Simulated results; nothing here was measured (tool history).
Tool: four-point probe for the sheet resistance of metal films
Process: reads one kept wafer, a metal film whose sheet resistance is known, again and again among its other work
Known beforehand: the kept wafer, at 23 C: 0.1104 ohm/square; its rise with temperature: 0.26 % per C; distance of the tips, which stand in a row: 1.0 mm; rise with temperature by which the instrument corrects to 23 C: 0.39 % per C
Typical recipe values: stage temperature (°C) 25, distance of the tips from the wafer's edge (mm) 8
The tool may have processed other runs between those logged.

run	hour	stage temperature (°C)	distance of the tips from the wafer's edge (mm)	sheet resistance as the instrument gives it (ohm/square)
1	0.0	25	8	0.110880
2	76.8	25	8	0.110912
3	141.9	25	7	0.111164
4	187.4	25	22	0.110072
5	264.0	25	22	0.110031
6	325.9	25	8	0.110825
7	410.8	25	8	0.110824
8	492.2	25	8	0.110840
9	581.8	25	8	0.110766
10	626.0	25	8	0.110758
# hour 634.3: stage's thermometer calibrated
11	697.2	25	8	0.110677
12	778.3	25	8	0.110632
13	819.1	22	8	0.111134
14	880.9	22	8	0.111045
15	922.2	29	39	0.109128
# hour 970.6: stage's thermometer calibrated, once more
16	974.5	29	39	0.109355
17	1022.8	25	4	0.113403
18	1102.2	33	10	0.109281
19	1163.9	33	18	0.108920
20	1253.0	33	18	0.108885
21	1326.5	33	18	0.108844
22	1401.4	23	21	0.110203
23	1487.8	23	21	0.110174
24	1571.2	21	7	0.111534
25	1634.6	27	35	0.109444
26	1681.4	27	35	0.109454
27	1767.8	29	5	0.111416

Selected run-to-run steps in sheet resistance as the instrument gives it (ohm/square), each split into two signed amounts: the part the tool would show with no hidden state at all (from settings, incoming material and random variation), and the remainder, which goes to the hidden state together with any gauge scatter not common to the measured and the hidden-state-free results:
What the log doesn't record here: inner tips' distance over the nominal, %; tips' flats over new ones', %; wafer's true temperature over the reading, C; drift of the gauge itself on sheet_ohm, %.
Run 10 -> 11: stage's thermometer calibrated. sheet resistance as the instrument gives it (ohm/square) -0.000081: hidden state -0.000071, all else -0.000010.
Run 15 -> 16: stage's thermometer calibrated, once more. sheet resistance as the instrument gives it (ohm/square) +0.000227: hidden state +0.000169, all else +0.000058.
Run 16 -> 17: stage temperature (°C) 29 -> 25, distance of the tips from the wafer's edge (mm) 39 -> 4. sheet resistance as the instrument gives it (ohm/square) +0.004048: hidden state -0.000020, all else +0.004068.
Run 17 -> 18: stage temperature (°C) 25 -> 33, distance of the tips from the wafer's edge (mm) 4 -> 10. sheet resistance as the instrument gives it (ohm/square) -0.004122: hidden state -0.000011, all else -0.004111.

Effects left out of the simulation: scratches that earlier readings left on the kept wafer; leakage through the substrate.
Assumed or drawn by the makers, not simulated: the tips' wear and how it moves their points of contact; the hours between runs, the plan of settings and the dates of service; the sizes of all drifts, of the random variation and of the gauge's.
